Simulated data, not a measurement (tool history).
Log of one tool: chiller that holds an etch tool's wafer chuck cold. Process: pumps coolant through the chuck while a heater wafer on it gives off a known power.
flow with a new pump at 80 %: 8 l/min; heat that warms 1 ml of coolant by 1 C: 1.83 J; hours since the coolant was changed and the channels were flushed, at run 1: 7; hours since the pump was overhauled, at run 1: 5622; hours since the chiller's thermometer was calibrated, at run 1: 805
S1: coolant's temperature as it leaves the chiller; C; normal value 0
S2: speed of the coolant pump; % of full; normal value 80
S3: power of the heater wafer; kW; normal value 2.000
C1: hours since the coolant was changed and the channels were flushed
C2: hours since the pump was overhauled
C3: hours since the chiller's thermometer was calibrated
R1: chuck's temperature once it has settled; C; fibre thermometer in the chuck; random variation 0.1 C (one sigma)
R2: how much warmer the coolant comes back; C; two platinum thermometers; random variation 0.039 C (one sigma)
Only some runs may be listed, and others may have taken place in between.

run,day,S1,S2,S3,C1,C2,C3,R1,R2
1,0.000,0,80,2.000,7,5622,805,19.4,9.05
2,3.558,0,80,2.000,93,5707,891,19.4,9.11
3,6.942,0,80,2.000,174,5788,972,19.4,9.08
4,12.229,0,95,2.000,301,5915,1099,16.9,7.65
5,17.425,0,95,2.000,426,6040,1224,16.9,7.74
6,23.333,0,95,2.000,567,6182,1365,17.0,7.69
7,29.958,0,95,2.000,726,6341,1524,17.1,7.78
8,37.000,0,80,2.000,895,6510,1693,20.3,9.28
9,42.650,0,80,2.000,1031,6645,1829,20.2,9.27
10,50.150,0,80,2.000,1211,6825,2009,20.4,9.28
11,56.546,0,80,2.000,1365,6979,2163,20.6,9.26
# day 59.121: coolant pump overhauled
12,60.875,0,80,2.000,1463,42,2261,18.5,8.09
13,68.008,8,83,1.185,1635,213,2433,18.7,4.63
14,75.538,8,83,2.166,1815,394,2613,27.5,8.66
15,79.112,8,81,2.166,1901,480,2699,28.0,8.84
16,84.700,0,80,1.199,2035,614,2833,11.4,4.98
17,92.912,1,76,2.454,2232,811,3030,25.4,10.78
18,100.462,0,90,2.374,2414,992,3212,20.6,8.77
19,106.392,3,90,2.374,2556,1135,3354,23.9,8.79
20,114.633,6,71,2.374,2754,1332,3552,32.0,11.26
21,119.067,6,71,2.374,2860,1439,3658,32.0,11.14
22,123.279,6,71,2.374,2961,1540,3759,31.9,11.16

Run 23 comes next. What will it give?
23,128.579,6,71,2.374,3088,1667,3886,?,?

{"run 23": {"R1": 32.1, "R2": 11.34}}
With the hidden condition absent and the run-to-run variation left alone, this run would have shown R1 28.8 C, R2 11.06 C.
